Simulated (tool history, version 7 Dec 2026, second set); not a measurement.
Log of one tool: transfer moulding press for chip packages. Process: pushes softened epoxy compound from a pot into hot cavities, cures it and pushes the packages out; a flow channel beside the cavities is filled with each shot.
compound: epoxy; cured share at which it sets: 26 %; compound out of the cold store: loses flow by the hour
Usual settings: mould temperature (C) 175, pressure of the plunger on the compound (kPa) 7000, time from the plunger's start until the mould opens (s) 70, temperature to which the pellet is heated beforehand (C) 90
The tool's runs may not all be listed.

| run | hour | mould temperature (C) | pressure of the plunger on the compound (kPa) | time from the plunger's start until the mould opens (s) | temperature to which the pellet is heated beforehand (C) | incoming compound's hours out of the cold store | length that the compound runs in the flow channel (mm) | greatest force on the pins that push the packages out (N) |
|---|---|---|---|---|---|---|---|---|
| 1 | 0.0 | 175 | 7000 | 70 | 90 | 47.5 | 461 | 292 |
|  | 12.3 | plunger's sealing rings changed |
| 2 | 35.9 | 175 | 7000 | 55 | 90 | 22.9 | 539 | 568 |
|  | 79.4 | cavities cleaned with cleaning compound and waxed |
| 3 | 82.7 | 175 | 7000 | 55 | 90 | 22.9 | 538 | 583 |
| 4 | 103.0 | 175 | 7000 | 55 | 90 | 12.0 | 593 | 588 |
| 5 | 128.7 | 175 | 7000 | 70 | 83 | 47.0 | 469 | 291 |
|  | 154.6 | cavities cleaned with cleaning compound and waxed |
| 6 | 173.0 | 175 | 6340 | 70 | 90 | 38.4 | 465 | 300 |
| 7 | 213.4 | 175 | 6340 | 70 | 90 | 12.4 | 549 | 308 |
|  | 230.9 | cavities cleaned with cleaning compound and waxed |
| 8 | 248.2 | 175 | 7000 | 70 | 90 | 21.6 | 548 | 302 |
| 9 | 271.9 | 175 | 7000 | 70 | 90 | 9.3 | 585 | 320 |
|  | 306.1 | cavities cleaned with cleaning compound and waxed |
|  | 311.9 | mould's thermocouples calibrated |
| 10 | 315.7 | 176 | 7000 | 70 | 90 | 44.5 | 477 | 287 |
| 11 | 360.4 | 176 | 7000 | 70 | 90 | 22.6 | 538 | 304 |
|  | 384.4 | cavities cleaned with cleaning compound and waxed |
| 12 | 388.2 | 176 | 7000 | 70 | 90 | 31.9 | 507 | 266 |
| 13 | 413.9 | 175 | 7220 | 70 | 90 | 11.6 | 592 | 306 |
| 14 | 434.6 | 173 | 6490 | 51 | 98 | 33.5 | 495 | 694 |
|  | 450.1 | plunger's sealing rings changed |
|  | 462.9 | cavities cleaned with cleaning compound and waxed |
| 15 | 480.9 | 175 | 7000 | 85 | 97 | 25.5 | 535 | 246 |
| 16 | 506.5 | 175 | 7000 | 94 | 96 | 13.5 | 580 | 233 |
|  | 539.1 | cavities cleaned with cleaning compound and waxed |
| 17 | 552.3 | 175 | 7000 | 94 | 96 | 8.8 | 598 | 226 |
| 18 | 592.3 | 175 | 7000 | 57 | 80 | 22.6 | 534 | 569 |

The next listed run, before its measurement:
|  | 617.5 | cavities cleaned with cleaning compound and waxed |
| 19 | 617.6 | 175 | 5640 | 75 | 90 | 36.2 | ? | ? |

Run 19 gave length that the compound runs in the flow channel (mm) 442, greatest force on the pins that push the packages out (N) 259.
Without the tool's hidden state the same run would have given length that the compound runs in the flow channel (mm) 442, greatest force on the pins that push the packages out (N) 259.
